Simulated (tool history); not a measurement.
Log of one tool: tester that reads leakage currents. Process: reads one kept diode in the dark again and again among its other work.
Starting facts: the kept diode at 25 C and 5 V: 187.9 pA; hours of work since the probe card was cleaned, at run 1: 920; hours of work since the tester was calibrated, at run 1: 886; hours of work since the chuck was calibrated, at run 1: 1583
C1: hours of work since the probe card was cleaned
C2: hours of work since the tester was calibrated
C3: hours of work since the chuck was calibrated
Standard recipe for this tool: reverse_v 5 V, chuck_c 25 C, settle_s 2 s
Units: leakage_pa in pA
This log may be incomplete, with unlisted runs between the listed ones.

Run 1, hour 0: usual settings; C1 920; C2 886; C3 1583. Result: leakage_pa 188.6 pA.
Run 2, hour 44.3: usual settings; C1 954; C2 919; C3 1617. Result: leakage_pa 188.42 pA.
Run 3, hour 93.5: usual settings; C1 992; C2 957; C3 1654. Result: leakage_pa 188.85 pA.
Run 4, hour 121.1: usual settings; C1 1013; C2 978; C3 1675. Result: leakage_pa 188.05 pA.
Run 5, hour 159.1: usual settings; C1 1042; C2 1007; C3 1704. Result: leakage_pa 188.78 pA.
Run 6, hour 197.2: usual settings; C1 1071; C2 1036; C3 1733. Result: leakage_pa 188.2 pA.
At hour 238.4: chuck's temperature calibrated.
Run 7, hour 250.3: usual settings; C1 1110; C2 1075; C3 9. Result: leakage_pa 188.86 pA.
Run 8, hour 303.5: usual settings but settle_s 0.41 s; C1 1151; C2 1116; C3 50. Result: leakage_pa 192.05 pA.
Run 9, hour 327.4: usual settings but settle_s 0.41 s; C1 1169; C2 1134; C3 68. Result: leakage_pa 191.84 pA.
Run 10, hour 372.4: usual settings; C1 1203; C2 1169; C3 102. Result: leakage_pa 188.61 pA.
Run 11, hour 404.5: usual settings; C1 1228; C2 1193; C3 127. Result: leakage_pa 188.19 pA.
Run 12, hour 452.2: usual settings; C1 1264; C2 1230; C3 163. Result: leakage_pa 188.72 pA.
Run 13, hour 477.1: usual settings; C1 1283; C2 1249; C3 182. Result: leakage_pa 189.58 pA.
Run 14, hour 509.9: usual settings but chuck_c 26 C; C1 1308; C2 1274; C3 207. Result: leakage_pa 207.05 pA.
Run 15, hour 543.9: usual settings but reverse_v 9.31 V; C1 1334; C2 1300; C3 233. Result: leakage_pa 240.5 pA.
Run 16, hour 568.4: usual settings but chuck_c 39 C, settle_s 0.62 s; C1 1353; C2 1318; C3 252. Result: leakage_pa 617.95 pA.
Run 17, hour 592.5: usual settings but reverse_v 18.4 V, chuck_c 39 C, settle_s 0.41 s; C1 1371; C2 1337; C3 271. Result: leakage_pa 1044.04 pA.
Run 18, hour 631.1: usual settings but reverse_v 1.32 V, chuck_c 28 C, settle_s 0.96 s; C1 1401; C2 1366; C3 300. Result: leakage_pa 146.71 pA.
Run 19, hour 656.5: usual settings but reverse_v 9.65 V, chuck_c 29 C, settle_s 4.14 s; C1 1420; C2 1386; C3 319. Result: leakage_pa 345.67 pA.
Run 20, hour 685.5: usual settings but reverse_v 4.81 V, chuck_c 31 C, settle_s 5.68 s; C1 1442; C2 1408; C3 342. Result: leakage_pa 313.1 pA.
Run 21, hour 712.1: usual settings but reverse_v 1.02 V, chuck_c 22 C, settle_s 1.77 s; C1 1463; C2 1428; C3 362. Result: leakage_pa 77.49 pA.
Run 22, hour 762.7: usual settings but reverse_v 1.02 V, chuck_c 22 C, settle_s 1.77 s; C1 1501; C2 1467; C3 401. Result: leakage_pa 77.53 pA.
Run 23, hour 807: usual settings but reverse_v 16.13 V, chuck_c 52 C; C1 1535; C2 1501; C3 434. Result: leakage_pa 2687.3 pA.
Run 24, hour 829.5: usual settings but reverse_v 16.13 V, chuck_c 52 C; C1 1552; C2 1518; C3 452. Result: leakage_pa 2682.01 pA.
Run 25, hour 878.6: usual settings but chuck_c 27 C, settle_s 0.95 s; C1 1590; C2 1555; C3 489. Result: leakage_pa 226.52 pA.
Run 26, hour 923.5: usual settings but reverse_v 7.91 V, chuck_c 49 C, settle_s 3.7 s; C1 1624; C2 1590; C3 523. Result: leakage_pa 1610.88 pA.
Run 27, hour 959: usual settings but reverse_v 4.21 V, settle_s 2.16 s; C1 1651; C2 1617; C3 551. Result: leakage_pa 176.05 pA.
Run 28, hour 995.5: usual settings but reverse_v 4.21 V, settle_s 2.16 s; C1 1679; C2 1645; C3 578. Result: leakage_pa 177.59 pA.
Run 29, hour 1049.4: usual settings but reverse_v 5.56 V, chuck_c 48 C, settle_s 0.53 s; C1 1720; C2 1686; C3 620. Result: leakage_pa 1307.89 pA.
Run 30, hour 1072.2: usual settings but reverse_v 9.01 V, chuck_c 49 C, settle_s 4.26 s; C1 1738; C2 1703; C3 637. Result: leakage_pa 1700.29 pA.

Alternative continuations, all from the tool just after run 30; predict every row:
Run A, hour 1095.6: usual settings but reverse_v 3.57 V, chuck_c 22 C, settle_s 3.87 s; C1 1756; C2 1721; C3 655. Result: leakage_pa ?.
Run B, hour 1095.6: usual settings but reverse_v 9.01 V, chuck_c 43 C, settle_s 4.26 s; C1 1756; C2 1721; C3 655. Result: leakage_pa ?.
Run C, hour 1095.6: usual settings but reverse_v 9.01 V, chuck_c 37 C, settle_s 0.42 s; C1 1756; C2 1721; C3 655. Result: leakage_pa ?.
Run D, hour 1095.6: usual settings but reverse_v 2.71 V, chuck_c 56 C, settle_s 9.38 s; C1 1756; C2 1721; C3 655. Result: leakage_pa ?.

run  leakage_pa
  A      125.95
  B     1064.43
  C      665.72
  D     1797.44
Take away the tool's hidden state, keep each run's random variation, and the runs would have read:
run  leakage_pa
  A      126.01
  B     1064.86
  C      665.99
  D     1798.11
